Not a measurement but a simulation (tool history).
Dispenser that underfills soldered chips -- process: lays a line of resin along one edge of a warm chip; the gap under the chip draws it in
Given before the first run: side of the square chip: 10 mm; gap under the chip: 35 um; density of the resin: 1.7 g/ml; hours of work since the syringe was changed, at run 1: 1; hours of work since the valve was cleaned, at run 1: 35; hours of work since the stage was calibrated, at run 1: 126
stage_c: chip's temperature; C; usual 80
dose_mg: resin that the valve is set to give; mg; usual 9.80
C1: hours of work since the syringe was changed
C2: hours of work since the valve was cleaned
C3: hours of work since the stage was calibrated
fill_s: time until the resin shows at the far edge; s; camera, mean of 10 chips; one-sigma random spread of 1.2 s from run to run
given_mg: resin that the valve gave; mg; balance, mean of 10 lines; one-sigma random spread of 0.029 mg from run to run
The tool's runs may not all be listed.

run 1 hour=0.0 | stage_c=80 dose_mg=9.80 | C1=1 C2=35 C3=126 | fill_s=131.6 given_mg=9.65
-- hour=8.9 new syringe of resin
run 2 hour=10.3 | stage_c=80 dose_mg=9.80 | C1=1 C2=42 C3=133 | fill_s=128.0 given_mg=9.65
run 3 hour=14.9 | stage_c=83 dose_mg=9.80 | C1=4 C2=45 C3=136 | fill_s=132.9 given_mg=9.64
-- hour=19.4 new syringe of resin
run 4 hour=23.1 | stage_c=80 dose_mg=9.80 | C1=2 C2=50 C3=141 | fill_s=139.2 given_mg=9.60
-- hour=30.0 new syringe of resin
run 5 hour=33.7 | stage_c=80 dose_mg=9.80 | C1=2 C2=57 C3=148 | fill_s=140.5 given_mg=9.58
-- hour=40.1 new syringe of resin
-- hour=42.4 dispensing valve cleaned and set on the balance
run 6 hour=44.2 | stage_c=80 dose_mg=9.80 | C1=2 C2=1 C3=154 | fill_s=138.7 given_mg=9.74
-- hour=51.2 new syringe of resin
run 7 hour=52.4 | stage_c=80 dose_mg=9.80 | C1=1 C2=6 C3=159 | fill_s=128.1 given_mg=9.79
run 8 hour=60.8 | stage_c=80 dose_mg=9.80 | C1=6 C2=12 C3=165 | fill_s=171.9 given_mg=9.77
-- hour=61.7 new syringe of resin
run 9 hour=68.8 | stage_c=80 dose_mg=9.80 | C1=5 C2=17 C3=170 | fill_s=161.3 given_mg=9.77
-- hour=71.9 new syringe of resin
run 10 hour=75.3 | stage_c=80 dose_mg=12.65 | C1=2 C2=21 C3=174 | fill_s=137.0 given_mg=12.48
-- hour=82.1 new syringe of resin
run 11 hour=85.6 | stage_c=80 dose_mg=9.80 | C1=2 C2=28 C3=181 | fill_s=142.0 given_mg=9.72
-- hour=92.4 new syringe of resin
run 12 hour=92.4 | stage_c=92 dose_mg=9.80 | C1=0 C2=32 C3=185 | fill_s=79.0 given_mg=9.64
run 13 hour=99.8 | stage_c=80 dose_mg=9.80 | C1=5 C2=37 C3=190 | fill_s=158.6 given_mg=9.65
-- hour=102.7 new syringe of resin
run 14 hour=106.7 | stage_c=80 dose_mg=9.80 | C1=3 C2=41 C3=194 | fill_s=144.8 given_mg=9.63
-- hour=112.8 new syringe of resin
run 15 hour=116.3 | stage_c=80 dose_mg=9.80 | C1=2 C2=47 C3=200 | fill_s=140.5 given_mg=9.62
-- hour=122.9 new syringe of resin
run 16 hour=126.2 | stage_c=88 dose_mg=9.80 | C1=2 C2=54 C3=207 | fill_s=103.2 given_mg=9.62
-- hour=133.0 new syringe of resin
run 17 hour=135.3 | stage_c=88 dose_mg=9.80 | C1=2 C2=60 C3=212 | fill_s=101.3 given_mg=9.56
-- hour=139.4 dispensing valve cleaned and set on the balance
-- hour=144.1 new syringe of resin
run 18 hour=147.1 | stage_c=88 dose_mg=9.80 | C1=2 C2=5 C3=219 | fill_s=99.9 given_mg=9.81
-- hour=154.5 new syringe of resin
run 19 hour=157.0 | stage_c=77 dose_mg=8.45 | C1=2 C2=11 C3=226 | fill_s=158.0 given_mg=8.38
run 20 hour=161.9 | stage_c=73 dose_mg=11.19 | C1=5 C2=15 C3=229 | fill_s=212.5 given_mg=11.12
-- hour=164.7 new syringe of resin
run 21 hour=167.1 | stage_c=91 dose_mg=9.91 | C1=2 C2=18 C3=232 | fill_s=90.1 given_mg=9.84
run 22 hour=174.4 | stage_c=88 dose_mg=9.91 | C1=6 C2=23 C3=237 | fill_s=131.0 given_mg=9.80
-- hour=175.6 new syringe of resin
run 23 hour=185.2 | stage_c=88 dose_mg=9.91 | C1=6 C2=30 C3=244 | fill_s=132.8 given_mg=9.72
-- hour=186.0 new syringe of resin
run 24 hour=192.3 | stage_c=69 dose_mg=10.30 | C1=4 C2=34 C3=249 | fill_s=243.7 given_mg=10.17
-- hour=196.4 new syringe of resin
run 25 hour=197.7 | stage_c=78 dose_mg=11.80 | C1=1 C2=37 C3=252 | fill_s=143.5 given_mg=11.60
run 26 hour=202.1 | stage_c=78 dose_mg=11.80 | C1=4 C2=40 C3=255 | fill_s=170.1 given_mg=11.57
-- hour=206.8 new syringe of resin
run 27 hour=206.8 | stage_c=78 dose_mg=11.80 | C1=0 C2=43 C3=258 | fill_s=135.9 given_mg=11.50
run 28 hour=213.0 | stage_c=71 dose_mg=8.69 | C1=4 C2=47 C3=262 | fill_s=229.6 given_mg=8.44
-- hour=216.9 new syringe of resin
run 29 hour=222.4 | stage_c=71 dose_mg=8.69 | C1=4 C2=53 C3=268 | fill_s=230.6 given_mg=8.43
-- hour=227.7 new syringe of resin
run 30 hour=229.2 | stage_c=71 dose_mg=8.69 | C1=1 C2=58 C3=272 | fill_s=195.6 given_mg=8.44
-- hour=236.0 dispensing valve cleaned and set on the balance
run 31 hour=238.2 | stage_c=71 dose_mg=8.69 | C1=6 C2=1 C3=277 | fill_s=259.5 given_mg=8.72
-- hour=239.2 new syringe of resin
run 32 hour=245.1 | stage_c=77 dose_mg=10.95 | C1=4 C2=6 C3=282 | fill_s=172.0 given_mg=10.90
-- hour=249.6 new syringe of resin
run 33 hour=250.1 | stage_c=80 dose_mg=8.91 | C1=0 C2=9 C3=285 | fill_s=132.6 given_mg=8.93
-- hour=260.1 new syringe of resin
run 34 hour=260.1 | stage_c=80 dose_mg=8.91 | C1=0 C2=15 C3=291 | fill_s=132.9 given_mg=8.86
run 35 hour=268.6 | stage_c=79 dose_mg=10.63 | C1=6 C2=21 C3=297 | fill_s=181.5 given_mg=10.52
-- hour=270.5 new syringe of resin
run 36 hour=274.1 | stage_c=79 dose_mg=10.63 | C1=2 C2=24 C3=300 | fill_s=154.0 given_mg=10.57

Branching from run 36: 3 alternative next runs. What would each branch give?
-- hour=280.7 new syringe of resin
run A hour=284.0 | stage_c=66 dose_mg=10.63 | C1=2 C2=31 C3=307 | fill_s=? given_mg=?
-- hour=280.7 new syringe of resin
run B hour=284.0 | stage_c=74 dose_mg=10.27 | C1=2 C2=31 C3=307 | fill_s=? given_mg=?
-- hour=280.7 new syringe of resin
run C hour=284.0 | stage_c=89 dose_mg=10.19 | C1=2 C2=31 C3=307 | fill_s=? given_mg=?

run=A fill_s=249.5 given_mg=10.52
run=B fill_s=182.5 given_mg=10.20
run=C fill_s=101.8 given_mg=10.02
Without the tool's hidden state the same runs would have given:
run=A fill_s=199.4 given_mg=10.64
run=B fill_s=146.6 given_mg=10.32
run=C fill_s=82.5 given_mg=10.13
